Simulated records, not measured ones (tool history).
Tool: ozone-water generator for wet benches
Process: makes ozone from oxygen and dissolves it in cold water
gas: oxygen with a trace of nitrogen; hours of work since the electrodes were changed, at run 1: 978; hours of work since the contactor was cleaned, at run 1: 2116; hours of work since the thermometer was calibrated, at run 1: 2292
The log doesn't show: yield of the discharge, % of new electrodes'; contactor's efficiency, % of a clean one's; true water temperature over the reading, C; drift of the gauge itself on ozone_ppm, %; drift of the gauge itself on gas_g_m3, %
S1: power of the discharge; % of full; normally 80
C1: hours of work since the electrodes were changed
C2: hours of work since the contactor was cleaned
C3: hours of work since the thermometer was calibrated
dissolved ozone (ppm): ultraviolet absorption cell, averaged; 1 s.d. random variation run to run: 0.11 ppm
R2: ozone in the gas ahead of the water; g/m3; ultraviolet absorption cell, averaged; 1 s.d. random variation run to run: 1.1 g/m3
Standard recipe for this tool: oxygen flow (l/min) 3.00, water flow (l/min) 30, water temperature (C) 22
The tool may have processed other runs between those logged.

Run 1, hour 0.0: usual settings; C1 978; C2 2116; C3 2292. Result: dissolved ozone (ppm) 7.9, R2 181.7 g/m3.
Run 2, hour 54.6: usual settings; C1 1024; C2 2163; C3 2338. Result: dissolved ozone (ppm) 8.0, R2 180.9 g/m3.
Run 3, hour 81.9: usual settings but oxygen flow (l/min) 1.77; C1 1047; C2 2186; C3 2361. Result: dissolved ozone (ppm) 7.2, R2 242.7 g/m3.
Run 4, hour 127.9: usual settings but oxygen flow (l/min) 1.77; C1 1086; C2 2225; C3 2400. Result: dissolved ozone (ppm) 7.2, R2 245.8 g/m3.
Run 5, hour 180.7: usual settings but oxygen flow (l/min) 1.77; C1 1131; C2 2270; C3 2445. Result: dissolved ozone (ppm) 7.1, R2 241.8 g/m3.
Run 6, hour 246.6: usual settings but oxygen flow (l/min) 1.77; C1 1187; C2 2326; C3 2501. Result: dissolved ozone (ppm) 6.9, R2 241.9 g/m3.
Run 7, hour 313.3: usual settings but oxygen flow (l/min) 1.77; C1 1244; C2 2382; C3 2557. Result: dissolved ozone (ppm) 7.0, R2 241.3 g/m3.
Run 8, hour 379.3: usual settings but oxygen flow (l/min) 1.77; C1 1300; C2 2438; C3 2614. Result: dissolved ozone (ppm) 7.0, R2 240.3 g/m3.
Run 9, hour 432.0: usual settings but S1 41 % of full; C1 1345; C2 2483; C3 2658. Result: dissolved ozone (ppm) 5.1, R2 110.9 g/m3.
Run 10, hour 478.5: usual settings but S1 41 % of full; C1 1384; C2 2522; C3 2698. Result: dissolved ozone (ppm) 5.0, R2 110.6 g/m3.
Run 11, hour 510.6: usual settings but S1 79 % of full; C1 1411; C2 2550; C3 2725. Result: dissolved ozone (ppm) 7.8, R2 177.9 g/m3.
Run 12, hour 577.5: usual settings but S1 79 % of full; C1 1468; C2 2606; C3 2782. Result: dissolved ozone (ppm) 7.7, R2 174.8 g/m3.
Run 13, hour 625.4: usual settings but S1 41 % of full, oxygen flow (l/min) 3.09; C1 1509; C2 2647; C3 2822. Result: dissolved ozone (ppm) 4.8, R2 108.0 g/m3.

For run 14, what comes out?
Run 14, hour 666.8: usual settings but S1 41 % of full, oxygen flow (l/min) 2.40, water flow (l/min) 31, water temperature (C) 29; C1 1544; C2 2682; C3 2858. Result: dissolved ozone (ppm) ?, R2 ?.

dissolved ozone (ppm): 4.1
R2: 126.0 g/m3
Were there no unlogged condition in the tool, this run, its random variation unchanged, would have produced dissolved ozone (ppm) 4.5, R2 131.3 g/m3.
